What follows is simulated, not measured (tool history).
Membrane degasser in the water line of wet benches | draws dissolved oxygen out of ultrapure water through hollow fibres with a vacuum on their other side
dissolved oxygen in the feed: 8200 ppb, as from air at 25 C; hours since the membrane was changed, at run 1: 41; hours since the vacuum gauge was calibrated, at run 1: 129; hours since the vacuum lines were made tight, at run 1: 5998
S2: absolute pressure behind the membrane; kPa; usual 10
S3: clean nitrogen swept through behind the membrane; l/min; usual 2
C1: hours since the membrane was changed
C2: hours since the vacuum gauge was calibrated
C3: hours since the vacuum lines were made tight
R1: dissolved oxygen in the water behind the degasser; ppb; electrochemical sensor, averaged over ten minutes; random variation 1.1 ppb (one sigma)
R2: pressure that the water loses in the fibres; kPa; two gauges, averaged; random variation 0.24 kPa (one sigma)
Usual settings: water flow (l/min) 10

run 1 day=0 | water_flow_(l/min)=10 S2=10 S3=2 | C1=41 C2=129 C3=5998 | R1=107.9 R2=60.73
run 2 day=1.571 | water_flow_(l/min)=10 S2=10 S3=2 | C1=79 C2=167 C3=6036 | R1=109.4 R2=60.58
run 3 day=3.608 | water_flow_(l/min)=10 S2=10 S3=3.07 | C1=128 C2=215 C3=6085 | R1=79.4 R2=60.46
run 4 day=5.883 | water_flow_(l/min)=10 S2=10 S3=3.07 | C1=182 C2=270 C3=6140 | R1=82.1 R2=60.91
run 5 day=6.929 | water_flow_(l/min)=10 S2=10 S3=3.07 | C1=208 C2=295 C3=6165 | R1=78.9 R2=61.03
run 6 day=8.021 | water_flow_(l/min)=10 S2=10 S3=0.84 | C1=234 C2=321 C3=6191 | R1=216.4 R2=60.64
run 7 day=10.188 | water_flow_(l/min)=10 S2=10 S3=0.84 | C1=286 C2=373 C3=6243 | R1=217.8 R2=60.81
run 8 day=12.388 | water_flow_(l/min)=10 S2=10 S3=1.07 | C1=338 C2=426 C3=6296 | R1=176.6 R2=60.69
run 9 day=13.821 | water_flow_(l/min)=10 S2=10 S3=2.67 | C1=373 C2=461 C3=6330 | R1=89.1 R2=61.01
run 10 day=15.762 | water_flow_(l/min)=10 S2=10 S3=2.67 | C1=419 C2=507 C3=6377 | R1=88.4 R2=60.9
run 11 day=16.896 | water_flow_(l/min)=10 S2=10 S3=2.67 | C1=447 C2=534 C3=6404 | R1=88.9 R2=60.4
run 12 day=18.921 | water_flow_(l/min)=8 S2=12.9 S3=1.28 | C1=495 C2=583 C3=6452 | R1=168.2 R2=48.79
run 13 day=19.904 | water_flow_(l/min)=8 S2=12.9 S3=1.28 | C1=519 C2=607 C3=6476 | R1=163.3 R2=48.69
run 14 day=22.192 | water_flow_(l/min)=8 S2=12.9 S3=1.28 | C1=574 C2=662 C3=6531 | R1=163.7 R2=48.67
run 15 day=24.146 | water_flow_(l/min)=7 S2=6.7 S3=2.38 | C1=621 C2=708 C3=6578 | R1=38.9 R2=42.77
run 16 day=25.192 | water_flow_(l/min)=7 S2=6.7 S3=2.38 | C1=646 C2=733 C3=6603 | R1=38.7 R2=42.66
run 17 day=26.596 | water_flow_(l/min)=10 S2=10 S3=2.08 | C1=679 C2=767 C3=6637 | R1=109.1 R2=61.5
run 18 day=28.571 | water_flow_(l/min)=10 S2=10 S3=2.08 | C1=727 C2=815 C3=6684 | R1=108.4 R2=60.98
run 19 day=30.396 | water_flow_(l/min)=10 S2=10 S3=2.08 | C1=771 C2=858 C3=6728 | R1=107.8 R2=60.94
run 20 day=32.358 | water_flow_(l/min)=8 S2=21.2 S3=1.58 | C1=818 C2=905 C3=6775 | R1=247.8 R2=49.42
run 21 day=34.408 | water_flow_(l/min)=8 S2=15.8 S3=1.82 | C1=867 C2=955 C3=6824 | R1=154.7 R2=49.1

Some steps in R1 between neighbouring runs. How much of each would the tool show without its hidden state too (settings, what came in, random variation), and how much is left for the hidden state, with any gauge scatter that isn't in both results?
The hidden state here: membrane still open, %; true pressure behind the membrane over the reading, kPa; air that leaks in behind the membrane, l/min; drift of the gauge itself on oxygen_ppb, %; drift of the gauge itself on loss_of_pressure_kpa, %.
Run 5 -> 6: S3 3.07 -> 0.84. R1 +137.5 ppb: hidden state +3.7, all else +133.8.
Run 14 -> 15: water flow (l/min) 8 -> 7, S2 12.9 -> 6.7, S3 1.28 -> 2.38. R1 -124.8 ppb: hidden state -4.7, all else -120.1.
Run 19 -> 20: water flow (l/min) 10 -> 8, S2 10 -> 21.2, S3 2.08 -> 1.58. R1 +140 ppb: hidden state +6.7, all else +133.3.
